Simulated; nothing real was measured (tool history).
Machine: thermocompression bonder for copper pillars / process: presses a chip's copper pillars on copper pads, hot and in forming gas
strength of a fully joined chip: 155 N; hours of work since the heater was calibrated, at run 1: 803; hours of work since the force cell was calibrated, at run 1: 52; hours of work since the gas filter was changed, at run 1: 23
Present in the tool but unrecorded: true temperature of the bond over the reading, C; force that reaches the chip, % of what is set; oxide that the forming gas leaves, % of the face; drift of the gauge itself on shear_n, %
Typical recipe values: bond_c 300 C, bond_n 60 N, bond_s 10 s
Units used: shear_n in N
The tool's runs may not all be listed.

run	hour	bond_c	bond_n	bond_s	hours of work since the heater was calibrated	hours of work since the force cell was calibrated	hours of work since the gas filter was changed	shear_n
1	0	300	60	10	803	52	23	69.5
2	19.5	300	60	10	815	64	35	67.9
3	45.4	300	60	10	831	80	51	66.9
4	79.6	300	78	10	852	101	72	74.2
5	99	300	80	10	864	113	84	73.8
6	121.8	300	60	29	878	127	98	88.8
# hour 148.3: forming gas filter changed
# hour 160.4: heater calibrated with a thermocouple chip
7	165.9	300	60	25	3	152	10	89.6
8	189.3	300	60	25	18	167	24	88
9	208	300	60	25	29	178	36	87.7
10	227.9	300	60	25	42	190	48	87.4
11	273.1	300	60	25	69	218	76	84.6
12	307.7	300	60	25	91	240	97	82.9
13	326.8	300	60	25	103	251	109	81.2
# hour 334.1: forming gas filter changed
14	357.5	300	60	25	121	270	14	88.4
15	392.2	298	60	25	143	291	36	86.3
16	418	298	60	25	158	307	52	85.9
17	440.7	298	60	25	172	321	66	84.2
18	474.9	298	60	25	194	342	87	81.5
19	510.8	298	60	25	216	365	109	79.9
# hour 520.5: forming gas filter changed
20	553	300	60	10	241	390	20	66
21	572	318	60	5	253	402	32	58.9
22	596	288	38	6	268	417	47	34.3
23	626.5	324	60	10	287	436	65	77.7
24	662.3	308	81	10	309	458	87	75.5
25	685.6	293	40	18	323	472	102	56.6
# hour 705: forming gas filter changed
26	729.8	328	59	13	350	499	15	90.8
27	766.9	300	65	28	373	522	38	94
28	787.5	300	65	28	386	535	51	93.3
29	827.5	279	84	20	410	559	76	75.7
30	859.8	286	44	20	430	579	95	58.1
# hour 889.9: forming gas filter changed
31	898.1	286	44	20	454	602	5	64.2
32	929.3	286	44	20	473	622	24	62.7
33	956.3	286	44	20	489	638	41	61.5
34	995.3	286	49	22	513	662	65	65.5
35	1018.8	286	44	26	528	677	79	65.3
36	1043.6	298	82	26	543	692	95	93.2
# hour 1075: forming gas filter changed
37	1079.4	280	56	26	565	714	3	74
38	1109.4	297	72	20	584	732	21	88.9
39	1153.5	300	68	18	611	760	48	83.3

Some steps in shear_n, run to run, broken into two amounts with sign: the step expected even without the hidden condition (settings, incoming material, random variation), and the rest, left for the hidden condition together with whatever gauge scatter is not in both the measured and the hidden-condition-free result:
Run 13 -> 14: forming gas filter changed. shear_n +7.2 N: hidden state +8.8, all else -1.6.
Run 19 -> 20: bond_c 298 -> 300, bond_s 25 -> 10, forming gas filter changed. shear_n -13.9 N: hidden state +8.9, all else -22.8.
Run 22 -> 23: bond_c 288 -> 324, bond_n 38 -> 60, bond_s 6 -> 10. shear_n +43.4 N: hidden state -4.1, all else +47.5.
Run 25 -> 26: bond_c 293 -> 328, bond_n 40 -> 59, bond_s 18 -> 13, forming gas filter changed. shear_n +34.2 N: hidden state +5.4, all else +28.8.
Run 35 -> 36: bond_c 286 -> 298, bond_n 44 -> 82. shear_n +27.9 N: hidden state -4.3, all else +32.2.
Run 36 -> 37: bond_c 298 -> 280, bond_n 82 -> 56, forming gas filter changed. shear_n -19.2 N: hidden state +10.3, all else -29.5.
